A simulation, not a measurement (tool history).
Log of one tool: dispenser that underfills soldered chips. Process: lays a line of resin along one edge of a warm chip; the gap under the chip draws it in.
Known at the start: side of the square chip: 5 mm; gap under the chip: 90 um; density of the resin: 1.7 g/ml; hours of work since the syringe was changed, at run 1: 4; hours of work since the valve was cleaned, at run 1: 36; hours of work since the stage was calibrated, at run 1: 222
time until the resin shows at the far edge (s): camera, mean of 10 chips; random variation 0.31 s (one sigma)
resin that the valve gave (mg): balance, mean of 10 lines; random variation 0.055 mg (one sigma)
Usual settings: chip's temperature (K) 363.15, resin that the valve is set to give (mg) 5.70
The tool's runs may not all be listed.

run	hour	chip's temperature (K)	resin that the valve is set to give (mg)	hours of work since the syringe was changed	hours of work since the valve was cleaned	hours of work since the stage was calibrated	time until the resin shows at the far edge (s)	resin that the valve gave (mg)
1	0.0	363.15	5.70	4	36	222	8.4	5.58
2	7.2	363.15	5.70	9	41	227	10.5	5.57
# hour 10.1: new syringe of resin
3	15.2	363.15	5.70	3	46	232	8.6	5.63
4	20.8	365.15	5.70	7	50	236	9.1	5.54
# hour 26.6: new syringe of resin
5	26.6	363.15	5.70	0	54	240	7.7	5.52
6	31.9	363.15	6.62	4	57	243	8.2	6.42
7	38.8	363.15	6.62	8	62	248	9.9	6.45
# hour 43.4: new syringe of resin
8	50.4	363.15	6.62	5	69	255	8.8	6.39
# hour 60.0: new syringe of resin
9	60.2	361.15	7.27	0	76	262	7.8	7.05
10	66.2	373.15	5.98	4	80	266	6.8	5.75

Hidden state at the last listed run before each entry between runs and at the first one after, where it differs:
Between runs 2 and 3: new syringe of resin (hour 10.1)
  resin's viscosity, % of fresh resin's: 143.5 -> 113.9; dose that the valve gives, % of what is set: 97.79 -> 97.5; true chip temperature over the reading, C: 1.62 -> 1.66
  measured less the result without the state, time until the resin shows at the far edge (s): +2.9 -> +0.7; resin that the valve gave (mg): -0.12 -> -0.14
Between runs 4 and 5: new syringe of resin (hour 26.6)
  resin's viscosity, % of fresh resin's: 132.7 -> 101; dose that the valve gives, % of what is set: 97.28 -> 97.03; true chip temperature over the reading, C: 1.69 -> 1.72
  measured less the result without the state, time until the resin shows at the far edge (s): +2.0 -> -0.3; resin that the valve gave (mg): -0.16 -> -0.17
Between runs 7 and 8: new syringe of resin (hour 43.4)
  resin's viscosity, % of fresh resin's: 140.7 -> 122.3; dose that the valve gives, % of what is set: 96.48 -> 96; true chip temperature over the reading, C: 1.79 -> 1.85
  measured less the result without the state, time until the resin shows at the far edge (s): +2.5 -> +1.3; resin that the valve gave (mg): -0.23 -> -0.26
Between runs 8 and 9: new syringe of resin (hour 60.0)
  resin's viscosity, % of fresh resin's: 122.3 -> 102; dose that the valve gives, % of what is set: 96 -> 95.61; true chip temperature over the reading, C: 1.85 -> 1.9
  measured less the result without the state, time until the resin shows at the far edge (s): +1.3 -> -0.3; resin that the valve gave (mg): -0.26 -> -0.32

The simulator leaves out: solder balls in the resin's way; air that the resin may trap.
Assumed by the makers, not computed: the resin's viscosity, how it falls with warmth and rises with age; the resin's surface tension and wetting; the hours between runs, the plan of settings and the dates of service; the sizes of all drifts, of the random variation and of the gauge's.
